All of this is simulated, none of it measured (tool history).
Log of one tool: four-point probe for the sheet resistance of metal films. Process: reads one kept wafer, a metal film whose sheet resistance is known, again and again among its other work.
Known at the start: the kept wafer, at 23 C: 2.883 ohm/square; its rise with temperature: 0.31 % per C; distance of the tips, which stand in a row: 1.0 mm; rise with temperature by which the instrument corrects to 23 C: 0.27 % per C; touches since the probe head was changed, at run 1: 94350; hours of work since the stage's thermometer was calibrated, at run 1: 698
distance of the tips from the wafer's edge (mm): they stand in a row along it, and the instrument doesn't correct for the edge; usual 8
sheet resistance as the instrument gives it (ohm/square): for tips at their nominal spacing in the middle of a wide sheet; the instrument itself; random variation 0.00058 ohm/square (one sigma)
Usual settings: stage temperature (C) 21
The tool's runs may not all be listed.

run	hour	stage temperature (C)	distance of the tips from the wafer's edge (mm)	touches since the probe head was changed	hours of work since the stage's thermometer was calibrated	sheet resistance as the instrument gives it (ohm/square)
1	0	21	8	94350	698	2.889561
2	33.5	22	8	95734	716	2.890025
3	66.4	21	8	97096	734	2.888918
4	98.6	21	8	98425	751	2.88783
5	117.7	21	8	99216	762	2.888499
6	149.1	21	8	100517	779	2.889506
7	168.3	21	8	101310	789	2.887395
8	194.8	21	8	102403	804	2.887316
9	233.3	21	8	103996	825	2.888029
10	263.1	34	8	105229	841	2.899035
11	285.5	21	8	106157	853	2.888226
12	318.3	21	56	107510	871	2.86409
13	342	21	8	108492	883	2.886891
14	363.6	21	8	109384	895	2.885646
15	401.6	21	8	110956	916	2.886239
16	433.6	21	8	112281	933	2.885283
17	459.8	21	8	113362	947	2.885479
18	489.1	21	8	114576	963	2.885362
19	526.8	21	8	116135	984	2.885017
20	552.2	21	8	117186	997	2.884739
21	581.9	21	8	118412	1014	2.884388
22	614.2	21	8	119747	1031	2.883793
23	632.4	24	8	120501	1041	2.887789
24	652.5	27	44	121333	1052	2.866988
25	679.2	27	44	122435	1066	2.866701
26	705.8	27	44	123536	1081	2.866404
27	742.6	28	9	125056	1101	2.886204
28	778.1	20	4	126525	1120	2.95144
29	805	20	4	127637	1135	2.950776
30	839.5	20	4	129065	1153	2.949936
31	870.1	21	10	130330	1170	2.875732
32	904.4	21	10	131749	1188	2.874642
33	924.8	29	11	132591	1200	2.878875
34	962.7	29	7	134158	1220	2.897924
35	985.7	29	7	135110	1233	2.897619
36	1006.5	21	71	135969	1244	2.856866
37	1044.9	32	64	137557	1265	2.868396
38	1077	21	74	138886	1282	2.85694
39	1100.4	35	44	139853	1295	2.871389
40	1133.2	32	15	141209	1313	2.874182
41	1156	34	8	142154	1325	2.893813
42	1176.2	31	26	142988	1336	2.868877
43	1194.9	35	16	143760	1346	2.87434
44	1232.3	35	16	145307	1366	2.875396

Forecast each of these 4 alternatives for the next run:
A	1260.5	21	55	146473	1382	?
B	1260.5	31	18	146473	1382	?
C	1260.5	34	21	146473	1382	?
D	1260.5	30	16	146473	1382	?

run	sheet resistance as the instrument gives it (ohm/square)
A	2.856315
B	2.870021
C	2.871934
D	2.870546
Without the tool's hidden state the same runs would have given:
run	sheet resistance as the instrument gives it (ohm/square)
A	2.881647
B	2.895549
C	2.897502
D	2.89607
